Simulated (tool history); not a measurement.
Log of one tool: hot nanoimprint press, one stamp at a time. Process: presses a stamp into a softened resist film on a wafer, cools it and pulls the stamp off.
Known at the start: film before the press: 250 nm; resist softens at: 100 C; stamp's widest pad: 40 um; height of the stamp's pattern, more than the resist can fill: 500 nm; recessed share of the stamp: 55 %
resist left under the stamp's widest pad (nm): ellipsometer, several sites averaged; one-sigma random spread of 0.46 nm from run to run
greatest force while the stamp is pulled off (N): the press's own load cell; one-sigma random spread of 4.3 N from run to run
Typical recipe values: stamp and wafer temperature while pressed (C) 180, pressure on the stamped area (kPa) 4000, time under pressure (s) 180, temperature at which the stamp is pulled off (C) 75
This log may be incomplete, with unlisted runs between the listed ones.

| run | day | stamp and wafer temperature while pressed (C) | pressure on the stamped area (kPa) | time under pressure (s) | temperature at which the stamp is pulled off (C) | resist left under the stamp's widest pad (nm) | greatest force while the stamp is pulled off (N) |
|---|---|---|---|---|---|---|---|
| 1 | 0.000 | 180 | 4000 | 180 | 75 | 103.3 | 269 |
|  | 1.192 | stamp cleaned and given a new release coat |
| 2 | 1.192 | 180 | 4000 | 180 | 75 | 103.7 | 210 |
| 3 | 2.142 | 180 | 4000 | 180 | 75 | 103.5 | 199 |
| 4 | 2.979 | 180 | 3040 | 180 | 75 | 116.1 | 214 |
| 5 | 3.842 | 180 | 4000 | 180 | 75 | 103.2 | 218 |
| 6 | 4.554 | 180 | 4000 | 180 | 62 | 101.8 | 280 |
| 7 | 5.608 | 180 | 4000 | 180 | 75 | 102.8 | 225 |
| 8 | 6.433 | 180 | 4000 | 180 | 75 | 102.9 | 243 |
| 9 | 7.550 | 180 | 4000 | 180 | 75 | 102.3 | 247 |
| 10 | 8.562 | 180 | 4000 | 180 | 75 | 103.0 | 240 |
| 11 | 9.171 | 180 | 4000 | 180 | 81 | 102.0 | 212 |
| 12 | 10.067 | 180 | 4000 | 180 | 75 | 101.5 | 243 |
|  | 10.842 | plate thermocouple calibrated |
| 13 | 11.096 | 180 | 4000 | 180 | 75 | 107.6 | 252 |
| 14 | 11.554 | 180 | 4000 | 180 | 75 | 107.3 | 253 |
| 15 | 12.229 | 180 | 4000 | 180 | 75 | 107.4 | 257 |
| 16 | 12.712 | 180 | 4000 | 180 | 75 | 106.7 | 260 |
| 17 | 13.229 | 180 | 5440 | 329 | 75 | 72.3 | 260 |
| 18 | 13.842 | 180 | 5440 | 329 | 75 | 72.4 | 274 |
| 19 | 14.342 | 180 | 4000 | 280 | 72 | 89.3 | 287 |
| 20 | 15.471 | 180 | 4000 | 280 | 72 | 89.3 | 288 |
|  | 16.196 | stamp cleaned and given a new release coat |
| 21 | 16.417 | 180 | 4000 | 130 | 75 | 121.8 | 212 |
| 22 | 17.250 | 176 | 6080 | 135 | 81 | 122.0 | 198 |

What does the tool deliver on the next run?
| 23 | 18.175 | 176 | 5450 | 135 | 69 | ? | ? |

{"run 23": {"resist left under the stamp's widest pad (nm)": 126.8, "greatest force while the stamp is pulled off (N)": 240}}
Without the tool's hidden state the same run would have given resist left under the stamp's widest pad (nm) 124.1, greatest force while the stamp is pulled off (N) 231.
